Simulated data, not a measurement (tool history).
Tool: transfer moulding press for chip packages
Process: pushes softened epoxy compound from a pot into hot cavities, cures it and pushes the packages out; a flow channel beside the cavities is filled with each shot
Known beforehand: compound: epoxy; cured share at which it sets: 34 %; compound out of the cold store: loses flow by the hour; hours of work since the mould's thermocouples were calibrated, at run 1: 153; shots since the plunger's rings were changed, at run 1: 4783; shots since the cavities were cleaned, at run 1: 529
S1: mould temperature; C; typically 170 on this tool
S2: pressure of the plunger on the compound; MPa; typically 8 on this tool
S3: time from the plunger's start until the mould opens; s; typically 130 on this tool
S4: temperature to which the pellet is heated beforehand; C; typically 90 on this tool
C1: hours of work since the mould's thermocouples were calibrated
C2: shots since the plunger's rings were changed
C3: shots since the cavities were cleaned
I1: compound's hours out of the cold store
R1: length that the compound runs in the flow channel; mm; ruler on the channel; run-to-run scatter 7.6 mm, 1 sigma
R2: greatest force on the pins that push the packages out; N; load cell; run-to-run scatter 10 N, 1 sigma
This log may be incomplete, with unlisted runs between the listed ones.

run 1 day=0 | S1=170 S2=8 S3=130 S4=90 | C1=153 C2=4783 C3=529 | I1=25.4 | R1=797 R2=950
run 2 day=0.296 | S1=170 S2=8 S3=130 S4=98 | C1=156 C2=4826 C3=572 | I1=25.1 | R1=793 R2=934
run 3 day=0.508 | S1=170 S2=8 S3=130 S4=96 | C1=158 C2=4857 C3=603 | I1=25.1 | R1=796 R2=939
run 4 day=0.842 | S1=170 S2=8 S3=130 S4=99 | C1=161 C2=4905 C3=651 | I1=40.6 | R1=725 R2=973
run 5 day=1.008 | S1=170 S2=6.28 S3=130 S4=90 | C1=163 C2=4930 C3=676 | I1=32.7 | R1=664 R2=957
run 6 day=1.375 | S1=170 S2=6.92 S3=117 S4=90 | C1=167 C2=4983 C3=729 | I1=29.7 | R1=698 R2=1137
run 7 day=1.667 | S1=170 S2=6.52 S3=130 S4=90 | C1=170 C2=5026 C3=772 | I1=44.9 | R1=639 R2=986
run 8 day=2.017 | S1=170 S2=8 S3=138 S4=80 | C1=173 C2=5077 C3=823 | I1=35.4 | R1=734 R2=978
run 9 day=2.288 | S1=168 S2=7.97 S3=138 S4=80 | C1=176 C2=5117 C3=863 | I1=45.3 | R1=724 R2=1020

The next listed run, before its measurement:
-- day=2.458 cavities cleaned with cleaning compound and waxed
run 10 day=2.571 | S1=170 S2=9.57 S3=129 S4=90 | C1=178 C2=5149 C3=17 | I1=28.6 | R1=? R2=?

{"run 10": {"R1": 843, "R2": 501}}
With no hidden state in the tool, this same run would have given R1 919 mm, R2 467 N.

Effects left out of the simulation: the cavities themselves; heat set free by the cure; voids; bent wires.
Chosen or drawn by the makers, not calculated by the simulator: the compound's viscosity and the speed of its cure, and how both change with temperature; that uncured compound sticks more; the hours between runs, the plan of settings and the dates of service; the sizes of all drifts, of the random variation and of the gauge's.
